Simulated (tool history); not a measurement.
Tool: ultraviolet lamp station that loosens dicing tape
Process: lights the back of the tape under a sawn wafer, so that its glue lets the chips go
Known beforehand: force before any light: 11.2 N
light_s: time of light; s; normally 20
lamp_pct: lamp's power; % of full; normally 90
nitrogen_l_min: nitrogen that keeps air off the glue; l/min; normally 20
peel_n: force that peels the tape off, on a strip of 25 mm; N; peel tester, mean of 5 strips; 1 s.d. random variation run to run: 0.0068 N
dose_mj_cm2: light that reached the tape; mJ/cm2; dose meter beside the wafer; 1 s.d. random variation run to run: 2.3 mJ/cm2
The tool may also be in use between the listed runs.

Run 1, hour 0.0: usual settings. Result: peel_n 0.275 N, dose_mj_cm2 224 mJ/cm2.
Run 2, hour 13.7: usual settings. Result: peel_n 0.311 N, dose_mj_cm2 223 mJ/cm2.
Run 3, hour 20.2: usual settings. Result: peel_n 0.310 N, dose_mj_cm2 223 mJ/cm2.
Run 4, hour 26.8: usual settings. Result: peel_n 0.303 N, dose_mj_cm2 217 mJ/cm2.
Run 5, hour 39.6: usual settings. Result: peel_n 0.307 N, dose_mj_cm2 218 mJ/cm2.
Run 6, hour 49.4: usual settings but lamp_pct 76 % of full. Result: peel_n 0.517 N, dose_mj_cm2 180 mJ/cm2.
Run 7, hour 56.5: usual settings but lamp_pct 76 % of full. Result: peel_n 0.522 N, dose_mj_cm2 189 mJ/cm2.
Run 8, hour 65.2: usual settings but light_s 31 s, lamp_pct 76 % of full. Result: peel_n 0.152 N, dose_mj_cm2 285 mJ/cm2.
Run 9, hour 77.8: usual settings but nitrogen_l_min 39 l/min. Result: peel_n 0.171 N, dose_mj_cm2 217 mJ/cm2.
Run 10, hour 84.0: usual settings. Result: peel_n 0.330 N, dose_mj_cm2 215 mJ/cm2.
Run 11, hour 90.5: usual settings but nitrogen_l_min 29 l/min. Result: peel_n 0.229 N, dose_mj_cm2 215 mJ/cm2.
At hour 92.1: window cleaned of glue's vapour.
Run 12, hour 100.3: usual settings but nitrogen_l_min 29 l/min. Result: peel_n 0.250 N, dose_mj_cm2 208 mJ/cm2.
Run 13, hour 111.2: usual settings but nitrogen_l_min 32 l/min. Result: peel_n 0.228 N, dose_mj_cm2 208 mJ/cm2.
At hour 121.1: window cleaned of glue's vapour, once more.
Run 14, hour 123.1: usual settings but nitrogen_l_min 32 l/min. Result: peel_n 0.172 N, dose_mj_cm2 225 mJ/cm2.
Run 15, hour 136.3: usual settings. Result: peel_n 0.297 N, dose_mj_cm2 224 mJ/cm2.
Run 16, hour 147.3: usual settings. Result: peel_n 0.298 N, dose_mj_cm2 220 mJ/cm2.
Run 17, hour 159.6: usual settings but light_s 17 s. Result: peel_n 0.487 N, dose_mj_cm2 187 mJ/cm2.
Run 18, hour 173.4: usual settings. Result: peel_n 0.324 N, dose_mj_cm2 223 mJ/cm2.
Run 19, hour 180.8: usual settings. Result: peel_n 0.298 N, dose_mj_cm2 220 mJ/cm2.
Run 20, hour 193.0: usual settings. Result: peel_n 0.309 N, dose_mj_cm2 221 mJ/cm2.
Run 21, hour 202.5: usual settings. Result: peel_n 0.319 N, dose_mj_cm2 217 mJ/cm2.
Run 22, hour 214.8: usual settings. Result: peel_n 0.317 N, dose_mj_cm2 216 mJ/cm2.
Run 23, hour 225.9: usual settings. Result: peel_n 0.333 N, dose_mj_cm2 214 mJ/cm2.
Run 24, hour 238.8: usual settings. Result: peel_n 0.320 N, dose_mj_cm2 215 mJ/cm2.
Run 25, hour 252.4: usual settings but light_s 13 s, lamp_pct 74 % of full, nitrogen_l_min 7 l/min. Result: peel_n 3.142 N, dose_mj_cm2 113 mJ/cm2.
Run 26, hour 258.4: usual settings but light_s 30 s, lamp_pct 74 % of full, nitrogen_l_min 7 l/min. Result: peel_n 0.640 N, dose_mj_cm2 263 mJ/cm2.

Run 27 has not been measured yet. What should we expect?
Run 27, hour 269.8: usual settings but light_s 30 s, lamp_pct 74 % of full, nitrogen_l_min 7 l/min. Result: peel_n ?, dose_mj_cm2 ?.

peel_n: 0.666 N
dose_mj_cm2: 264 mJ/cm2
Take away the tool's hidden state, keep the run-to-run variation as it was, and the same run would have given peel_n 0.457 N, dose_mj_cm2 303 mJ/cm2.

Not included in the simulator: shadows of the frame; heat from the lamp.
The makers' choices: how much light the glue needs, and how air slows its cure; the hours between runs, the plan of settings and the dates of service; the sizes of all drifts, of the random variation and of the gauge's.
